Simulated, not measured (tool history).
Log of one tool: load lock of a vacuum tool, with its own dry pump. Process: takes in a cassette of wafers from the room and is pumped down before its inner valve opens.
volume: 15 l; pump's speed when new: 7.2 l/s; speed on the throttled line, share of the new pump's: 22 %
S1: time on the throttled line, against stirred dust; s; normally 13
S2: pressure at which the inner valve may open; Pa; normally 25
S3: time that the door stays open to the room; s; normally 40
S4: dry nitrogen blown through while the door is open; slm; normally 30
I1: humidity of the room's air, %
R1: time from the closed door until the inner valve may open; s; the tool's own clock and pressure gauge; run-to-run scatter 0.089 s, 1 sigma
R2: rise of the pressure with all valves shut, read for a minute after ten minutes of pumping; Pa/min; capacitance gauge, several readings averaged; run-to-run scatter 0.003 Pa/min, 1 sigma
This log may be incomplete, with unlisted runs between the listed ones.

Run 1, hour 0: usual settings; I1 45. Result: R1 27.49 s, R2 0.287 Pa/min.
Run 2, hour 106: usual settings; I1 41.1. Result: R1 27.56 s, R2 0.281 Pa/min.
Run 3, hour 187.7: usual settings; I1 48.7. Result: R1 27.55 s, R2 0.286 Pa/min.
Run 4, hour 382.2: usual settings; I1 44.2. Result: R1 27.58 s, R2 0.299 Pa/min.
Run 5, hour 474.3: usual settings; I1 46.5. Result: R1 27.38 s, R2 0.304 Pa/min.
Run 6, hour 654.1: usual settings; I1 47. Result: R1 27.66 s, R2 0.304 Pa/min.
Run 7, hour 839.9: usual settings but S3 101 s; I1 45.9. Result: R1 27.67 s, R2 0.355 Pa/min.
Run 8, hour 1029.1: usual settings but S3 101 s; I1 47.5. Result: R1 27.76 s, R2 0.367 Pa/min.
Run 9, hour 1120: usual settings but S3 101 s; I1 43.7. Result: R1 27.64 s, R2 0.368 Pa/min.
Run 10, hour 1226.4: usual settings but S3 101 s; I1 44.9. Result: R1 27.53 s, R2 0.372 Pa/min.
Run 11, hour 1355.9: usual settings but S3 101 s; I1 46. Result: R1 27.67 s, R2 0.369 Pa/min.
Run 12, hour 1464: usual settings but S3 101 s; I1 44.3. Result: R1 27.72 s, R2 0.377 Pa/min.
Run 13, hour 1562.2: usual settings but S2 30 Pa, S3 101 s; I1 47.5. Result: R1 27.28 s, R2 0.398 Pa/min.
Run 14, hour 1741.2: usual settings but S1 12 s, S2 39 Pa, S3 124 s, S4 20 slm; I1 44. Result: R1 26.01 s, R2 0.43 Pa/min.
Run 15, hour 1876.7: usual settings but S1 26 s, S2 45 Pa, S3 124 s, S4 5 slm; I1 41.2. Result: R1 36.55 s, R2 0.45 Pa/min.
Run 16, hour 2065.6: usual settings but S1 26 s, S2 45 Pa, S3 124 s, S4 5 slm; I1 45.6. Result: R1 36.42 s, R2 0.476 Pa/min.
Run 17, hour 2216.6: usual settings but S2 27 Pa, S3 106 s; I1 44.8. Result: R1 27.61 s, R2 0.428 Pa/min.
Run 18, hour 2387.2: usual settings but S1 12 s, S2 27 Pa, S3 125 s, S4 25 slm; I1 46.3. Result: R1 26.88 s, R2 0.453 Pa/min.
Run 19, hour 2469.4: usual settings but S1 12 s, S2 24 Pa, S3 125 s, S4 25 slm; I1 43.1. Result: R1 27.11 s, R2 0.449 Pa/min.
Run 20, hour 2604.4: usual settings but S1 7 s, S3 48 s, S4 9 slm; I1 46.9. Result: R1 23.07 s, R2 0.442 Pa/min.
Run 21, hour 2712.2: usual settings but S1 19 s, S3 207 s, S4 8 slm; I1 44.8. Result: R1 32.59 s, R2 0.56 Pa/min.
Run 22, hour 2846.4: usual settings but S3 56 s, S4 15 slm; I1 41.4. Result: R1 27.86 s, R2 0.438 Pa/min.
Run 23, hour 2989.9: usual settings but S1 16 s, S3 56 s, S4 5 slm; I1 44. Result: R1 30.29 s, R2 0.463 Pa/min.
Run 24, hour 3176: usual settings but S1 16 s, S3 56 s, S4 5 slm; I1 46.5. Result: R1 30.24 s, R2 0.49 Pa/min.

Results per run with the tool's hidden condition removed, run-to-run variation unchanged:
The hidden state here: pump's speed, % of a new pump's; leak at the door's seal, Pa l/s; drift of the gauge itself on ready_s, %; drift of the gauge itself on rise_pa_min, %.
run     R1     R2
  1  27.45   0.05
  2  27.51  0.041
  3  27.49  0.039
  4  27.49  0.046
  5  27.28  0.046
  6  27.53  0.043
  7  27.48  0.079
  8  27.54  0.085
  9  27.41  0.079
 10  27.28  0.081
 11   27.4  0.076
 12  27.44  0.074
 13  27.04  0.088
 14  25.75  0.108
 15  36.35  0.125
 16   36.2  0.139
 17  27.28  0.083
 18  26.52    0.1
 19  26.74  0.092
 20  22.65  0.074
 21  32.22  0.185
 22  27.39  0.062
 23  29.87  0.075
 24   29.8  0.082

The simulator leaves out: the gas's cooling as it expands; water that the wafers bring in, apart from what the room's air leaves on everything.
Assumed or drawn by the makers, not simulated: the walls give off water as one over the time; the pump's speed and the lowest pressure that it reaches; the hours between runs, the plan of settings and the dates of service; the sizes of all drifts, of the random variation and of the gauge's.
